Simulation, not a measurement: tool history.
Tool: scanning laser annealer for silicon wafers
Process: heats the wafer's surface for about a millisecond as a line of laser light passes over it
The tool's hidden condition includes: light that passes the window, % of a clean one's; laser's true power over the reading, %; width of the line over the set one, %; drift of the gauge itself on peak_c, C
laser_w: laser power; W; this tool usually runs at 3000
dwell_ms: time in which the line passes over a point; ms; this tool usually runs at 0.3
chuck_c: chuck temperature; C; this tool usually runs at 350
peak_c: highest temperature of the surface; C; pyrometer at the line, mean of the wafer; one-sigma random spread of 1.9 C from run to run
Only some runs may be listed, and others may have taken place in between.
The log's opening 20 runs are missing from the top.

run,hour,laser_w,dwell_ms,chuck_c,hours of work since the window was cleaned,hours of work since the power meter was calibrated,hours of work since the optics were aligned,peak_c
21,688.5,3000,0.251,350,222,1247,1081,1126
22,722.4,2662,0.27,327,248,1274,1107,1018
23,759.9,3011,0.368,327,277,1303,1136,1271
24,798.2,2574,0.272,340,307,1333,1166,1002
25,831.4,2646,0.3,325,333,1359,1192,1045
26,863,3132,0.211,383,358,1384,1217,1132
27,892.6,2589,0.291,377,381,1407,1240,1069
28,913.1,3000,0.3,358,397,1423,1256,1202
29,946,3057,0.3,332,423,1448,1282,1202
30,985.5,3000,0.24,350,454,1479,1313,1105
# hour 1006.2: window over the wafer cleaned
31,1024.4,3000,0.3,382,14,1508,1342,1227
32,1070.2,3000,0.3,382,50,1544,1377,1225
33,1090.8,2905,0.244,334,66,1560,1394,1065
34,1123.4,2905,0.244,334,92,1586,1419,1068
35,1152.2,2833,0.3,350,114,1608,1441,1137
36,1173.1,2833,0.3,350,130,1624,1458,1138
37,1215.8,2833,0.3,350,164,1658,1491,1135
38,1255.6,2552,0.319,355,195,1689,1522,1065
39,1299.5,2851,0.372,337,229,1723,1557,1223
40,1327.3,2851,0.372,337,251,1745,1578,1218
41,1369.7,3257,0.372,341,284,1778,1612,1387

Below are 4 alternative next runs, each starting from the tool's condition after run 41. Predict each:
A,1398.6,3012,0.225,335,307,1801,1634,?
B,1398.6,2893,0.371,350,307,1801,1634,?
C,1398.6,3000,0.358,350,307,1801,1634,?
D,1398.6,2970,0.373,373,307,1801,1634,?

run,peak_c
A,1071
B,1250
C,1276
D,1308
Had the tool no hidden state, the same runs would have come out as:
run,peak_c
A,1071
B,1251
C,1277
D,1309

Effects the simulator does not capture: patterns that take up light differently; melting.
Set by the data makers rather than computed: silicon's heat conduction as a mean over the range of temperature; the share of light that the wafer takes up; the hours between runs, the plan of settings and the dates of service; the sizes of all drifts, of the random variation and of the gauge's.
